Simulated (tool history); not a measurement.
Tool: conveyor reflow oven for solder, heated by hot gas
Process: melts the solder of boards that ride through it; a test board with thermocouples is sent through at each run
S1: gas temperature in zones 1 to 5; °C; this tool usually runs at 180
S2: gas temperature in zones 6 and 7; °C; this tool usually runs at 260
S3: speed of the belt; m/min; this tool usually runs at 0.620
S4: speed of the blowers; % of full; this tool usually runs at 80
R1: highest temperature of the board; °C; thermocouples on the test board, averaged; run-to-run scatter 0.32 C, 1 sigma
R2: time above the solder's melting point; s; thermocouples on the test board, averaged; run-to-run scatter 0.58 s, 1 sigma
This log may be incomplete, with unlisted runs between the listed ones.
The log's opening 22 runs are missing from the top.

run   hour   S1   S2     S3  S4     R1    R2
 23  415.5  191  260  0.657  86  246.5  57.6
 24  430.4  175  256  0.620  80  240.8  48.0
 25  446.4  173  256  0.620  86  240.8  47.4
 26  467.9  173  256  0.620  86  240.6  48.0
 27  481.2  173  256  0.620  86  241.4  47.5
 28  502.1  173  256  0.596  86  242.6  50.9
 29  521.4  173  256  0.596  86  242.5  52.0
 30  542.1  173  256  0.506  70  244.6  63.1

3 options for the next run, each taken on its own from the tool as it stands now. Forecast them:
  A  567.3  180  274  0.620  77   ?   ?
  B  567.3  178  274  0.506  58   ?   ?
  C  567.3  183  256  0.521  51   ?   ?

run     R1    R2
  A  255.9  61.7
  B  258.6  77.8
  C  240.9  60.9
Had the tool no hidden state, the same runs would have come out as:
run     R1    R2
  A  255.8  61.5
  B  258.5  77.6
  C  240.8  60.7

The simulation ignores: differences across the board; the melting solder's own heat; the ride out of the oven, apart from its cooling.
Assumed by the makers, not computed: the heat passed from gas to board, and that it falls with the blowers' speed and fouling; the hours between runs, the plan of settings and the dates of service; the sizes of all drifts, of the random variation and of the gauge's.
